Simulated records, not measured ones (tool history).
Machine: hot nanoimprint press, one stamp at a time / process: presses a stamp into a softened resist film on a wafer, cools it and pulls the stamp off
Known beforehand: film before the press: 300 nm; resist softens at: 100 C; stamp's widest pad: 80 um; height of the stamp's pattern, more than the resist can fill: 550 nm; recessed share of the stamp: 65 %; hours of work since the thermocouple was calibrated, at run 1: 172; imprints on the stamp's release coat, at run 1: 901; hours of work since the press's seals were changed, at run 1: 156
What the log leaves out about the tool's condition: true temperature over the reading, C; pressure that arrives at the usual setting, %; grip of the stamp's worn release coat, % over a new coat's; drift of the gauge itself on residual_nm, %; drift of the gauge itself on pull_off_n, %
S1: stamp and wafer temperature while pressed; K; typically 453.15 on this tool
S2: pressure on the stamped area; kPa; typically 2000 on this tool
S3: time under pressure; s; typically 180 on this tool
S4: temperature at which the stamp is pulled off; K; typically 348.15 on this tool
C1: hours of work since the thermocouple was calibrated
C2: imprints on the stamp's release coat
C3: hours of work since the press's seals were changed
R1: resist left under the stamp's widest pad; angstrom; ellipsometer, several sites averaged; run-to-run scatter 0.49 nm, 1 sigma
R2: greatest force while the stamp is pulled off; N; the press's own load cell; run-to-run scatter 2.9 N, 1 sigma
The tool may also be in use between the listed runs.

run   hour      S1    S2   S3      S4   C1   C2   C3    R1   R2
  1      0  453.15  2000  180  348.15  172  901  156  1173  181
  2   20.6  453.15  2000  180  348.15  182  957  167  1178  179
      38.6  -- stamp cleaned and given a new release coat
  3     43  453.15  2000  180  348.15  191   12  175  1168  143
  4   62.1  453.15  2000  180  348.15  201   64  185  1184  140
  5     82  446.15  2000  180  348.15  211  118  196  1476  145
  6   99.4  446.15  2000  180  348.15  220  165  205  1469  148
  7  120.9  453.15  2000  344  335.15  231  224  216   896  162

Run 8 has not been measured yet. What should we expect?
  8  142.4  462.15  1410  182  343.15  243  283  227   ?   ?

{"run 8": {"R1": 1061, "R2": 154}}
On a tool with no hidden condition, and with the same random variation, this run would have come out at R1 1046 angstrom, R2 140 N.
